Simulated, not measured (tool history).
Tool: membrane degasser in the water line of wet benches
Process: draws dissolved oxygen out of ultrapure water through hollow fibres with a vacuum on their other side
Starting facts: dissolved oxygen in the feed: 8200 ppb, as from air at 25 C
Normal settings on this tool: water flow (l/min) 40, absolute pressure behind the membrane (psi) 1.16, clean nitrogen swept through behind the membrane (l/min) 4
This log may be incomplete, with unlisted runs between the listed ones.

run,hour,water flow (l/min),absolute pressure behind the membrane (psi),clean nitrogen swept through behind the membrane (l/min),dissolved oxygen in the water behind the degasser (ppb),pressure that the water loses in the fibres (psi)
1,0,40,1.16,4,124.9,7.414
2,28.7,43,1.16,4,136.8,8.018
3,74,43,1.16,4,139,8.019
4,113.3,40,1.304,4,147.4,7.407
5,173.1,40,1.304,4,147.4,7.429
6,219.2,40,1.304,4,148.3,7.5
7,280.5,40,1.304,4,150.5,7.439
8,331.2,40,1.304,4,149.1,7.49
9,360.9,40,1.16,4,125.5,7.5
10,410.8,40,1.16,4,124.4,7.478
11,473.3,40,1.16,4,125,7.491
12,520.7,40,1.16,4,125.9,7.504
13,566.1,40,1.16,4,127.9,7.507
14,607.9,40,1.16,4,127.5,7.538
15,650.9,40,1.16,4,129.2,7.506
16,705.6,40,1.16,4,125.9,7.516
17,767.3,40,1.16,6.8,81.5,7.519
18,818.8,44,1.16,7.96,86.4,8.293
19,879.1,44,1.16,7.96,85.9,8.338

Estimate the outcome of run 20 from the log above:
20,934.1,52,0.885,8.75,?,?

For run 20 the tool returned dissolved oxygen in the water behind the degasser (ppb) 85.9, pressure that the water loses in the fibres (psi) 9.764.
Take away the tool's hidden state, keep the run-to-run variation as it was, and the same run would have given dissolved oxygen in the water behind the degasser (ppb) 85.8, pressure that the water loses in the fibres (psi) 9.593.

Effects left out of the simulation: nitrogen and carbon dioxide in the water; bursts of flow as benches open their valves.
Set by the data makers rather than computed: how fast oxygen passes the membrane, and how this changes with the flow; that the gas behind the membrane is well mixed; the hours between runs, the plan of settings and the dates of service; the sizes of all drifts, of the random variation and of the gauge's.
